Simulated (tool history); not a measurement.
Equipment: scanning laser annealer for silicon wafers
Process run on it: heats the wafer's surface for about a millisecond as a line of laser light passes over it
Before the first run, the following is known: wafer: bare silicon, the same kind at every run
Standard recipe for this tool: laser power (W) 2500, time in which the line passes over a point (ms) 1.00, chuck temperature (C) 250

| run | hour | laser power (W) | time in which the line passes over a point (ms) | chuck temperature (C) | highest temperature of the surface (C) |
|---|---|---|---|---|---|
| 1 | 0.0 | 2500 | 1.00 | 250 | 1038 |
| 2 | 14.8 | 2500 | 1.00 | 217 | 1004 |
| 3 | 32.1 | 2500 | 1.00 | 217 | 1008 |
| 4 | 48.2 | 2500 | 1.00 | 217 | 1008 |
| 5 | 63.2 | 2409 | 1.00 | 250 | 1007 |
| 6 | 75.6 | 2500 | 1.00 | 262 | 1054 |
| 7 | 85.4 | 2500 | 1.00 | 230 | 1021 |
| 8 | 94.5 | 2500 | 1.00 | 230 | 1022 |
| 9 | 107.4 | 2500 | 1.00 | 230 | 1021 |
| 10 | 124.7 | 2500 | 1.00 | 230 | 1023 |
| 11 | 137.0 | 2500 | 1.00 | 230 | 1023 |
| 12 | 151.6 | 2500 | 1.00 | 250 | 1042 |
| 13 | 161.6 | 2500 | 1.00 | 250 | 1039 |
| 14 | 174.3 | 2500 | 1.00 | 250 | 1039 |
| 15 | 191.6 | 2500 | 1.00 | 280 | 1072 |
| 16 | 202.8 | 2500 | 1.00 | 280 | 1069 |
| 17 | 217.9 | 2500 | 1.00 | 280 | 1074 |
| 18 | 227.4 | 2500 | 1.00 | 280 | 1068 |
| 19 | 237.1 | 2500 | 0.83 | 250 | 962 |
| 20 | 254.4 | 2500 | 0.83 | 250 | 963 |
| 21 | 268.7 | 2500 | 1.07 | 250 | 1072 |
| 22 | 286.2 | 2741 | 1.00 | 234 | 1122 |
| 23 | 298.2 | 2741 | 1.00 | 234 | 1124 |
| 24 | 310.9 | 2177 | 1.00 | 227 | 892 |
| 25 | 326.2 | 2211 | 0.95 | 285 | 943 |
| 26 | 339.2 | 2211 | 0.95 | 285 | 942 |
| 27 | 354.8 | 2211 | 0.95 | 285 | 944 |
| 28 | 363.6 | 2211 | 0.95 | 285 | 945 |
| 29 | 379.6 | 2211 | 0.95 | 285 | 945 |
| 30 | 389.4 | 2211 | 0.95 | 285 | 943 |
| 31 | 404.6 | 2500 | 1.00 | 247 | 1040 |
| 32 | 418.5 | 2500 | 1.00 | 247 | 1036 |
| 33 | 427.2 | 2478 | 1.00 | 247 | 1027 |
| 34 | 444.3 | 2478 | 1.00 | 247 | 1030 |
| 35 | 451.7 | 2542 | 1.22 | 247 | 1149 |
| 36 | 459.3 | 2206 | 0.88 | 248 | 877 |
| 37 | 467.7 | 2206 | 0.88 | 248 | 879 |
| 38 | 482.8 | 2640 | 1.00 | 214 | 1063 |
| 39 | 498.8 | 2221 | 0.74 | 285 | 860 |
| 40 | 509.7 | 2221 | 0.74 | 285 | 862 |
| 41 | 518.4 | 2221 | 0.82 | 285 | 894 |

4 ways to go on from here, each from the tool as it stands after run 41. What would each give?
| A | 534.6 | 2500 | 1.00 | 240 | ? |
| B | 534.6 | 2539 | 0.82 | 246 | ? |
| C | 534.6 | 2673 | 0.92 | 212 | ? |
| D | 534.6 | 2221 | 0.82 | 246 | ? |

| run | highest temperature of the surface (C) |
|---|---|
| A | 1032 |
| B | 968 |
| C | 1031 |
| D | 857 |
Without the tool's unlogged condition, the same runs would have read:
| run | highest temperature of the surface (C) |
|---|---|
| A | 1033 |
| B | 969 |
| C | 1032 |
| D | 858 |

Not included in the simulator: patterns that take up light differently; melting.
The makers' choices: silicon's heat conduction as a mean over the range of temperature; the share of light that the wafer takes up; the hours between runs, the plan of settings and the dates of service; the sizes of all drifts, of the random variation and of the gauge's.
